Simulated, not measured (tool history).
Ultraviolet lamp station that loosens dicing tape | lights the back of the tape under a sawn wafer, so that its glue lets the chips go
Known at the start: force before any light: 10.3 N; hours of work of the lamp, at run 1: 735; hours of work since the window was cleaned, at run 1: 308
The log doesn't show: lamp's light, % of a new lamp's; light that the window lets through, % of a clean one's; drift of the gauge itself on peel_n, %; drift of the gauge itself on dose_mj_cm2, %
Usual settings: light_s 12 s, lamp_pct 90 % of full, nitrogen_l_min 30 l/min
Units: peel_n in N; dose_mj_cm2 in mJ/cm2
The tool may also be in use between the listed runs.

run   hour  light_s  lamp_pct  nitrogen_l_min  hours of work of the lamp  hours of work since the window was cleaned  peel_n  dose_mj_cm2
  1    0.0       12        90              30                        735                                         308   1.135          442
  2   46.1       12        90              30                        761                                         335   1.194          439
  3   78.1       12        86              30                        780                                         353   1.327          413
  4  128.0       12        79              30                        808                                         382   1.628          374
  5  160.5       12        90              30                        827                                         400   1.260          413
     182.7  -- lamp changed
  6  208.0       12        90              30                         15                                         427   0.640          572
  7  260.5       12        90              30                         45                                         457   0.686          568
  8  313.0       12        90              30                         75                                         487   0.694          559
  9  361.4       12        90              13                        102                                         515   1.503          556
 10  393.3       12        90              13                        121                                         533   1.560          551
 11  420.6       21        69              22                        136                                         549   0.490          724
 12  475.9       12        90              52                        168                                         580   0.482          528
 13  527.3        9        88              41                        198                                         610   1.227          375
     532.0  -- window cleaned of glue's vapour
 14  554.6       12        78              31                        213                                          13   0.877          503
 15  596.7       20        69              16                        237                                          37   0.681          728
 16  626.9       12        90              15                        254                                          54   1.274          559
 17  679.0       12        63              30                        284                                          84   1.509          389
 18  731.6       12        63              30                        314                                         114   1.561          382
 19  780.6       16        87              31                        343                                         143   0.394          697

Measured less the same run without the tool's hidden state. The same run-to-run variation is in both; the gauge's scatter may not be:
run  peel_n  dose_mj_cm2
  1  +0.634         -187
  2  +0.691         -197
  3  +0.764         -192
  4  +0.928         -186
  5  +0.762         -215
  6  +0.133          -57
  7  +0.164          -67
  8  +0.189          -77
  9  +0.368          -85
 10  +0.402          -91
 11  +0.164         -128
 12  +0.175         -106
 13  +0.425          -83
 14  +0.169          -49
 15  +0.156          -82
 16  +0.274          -69
 17  +0.345          -56
 18  +0.395          -62
 19  +0.133         -127

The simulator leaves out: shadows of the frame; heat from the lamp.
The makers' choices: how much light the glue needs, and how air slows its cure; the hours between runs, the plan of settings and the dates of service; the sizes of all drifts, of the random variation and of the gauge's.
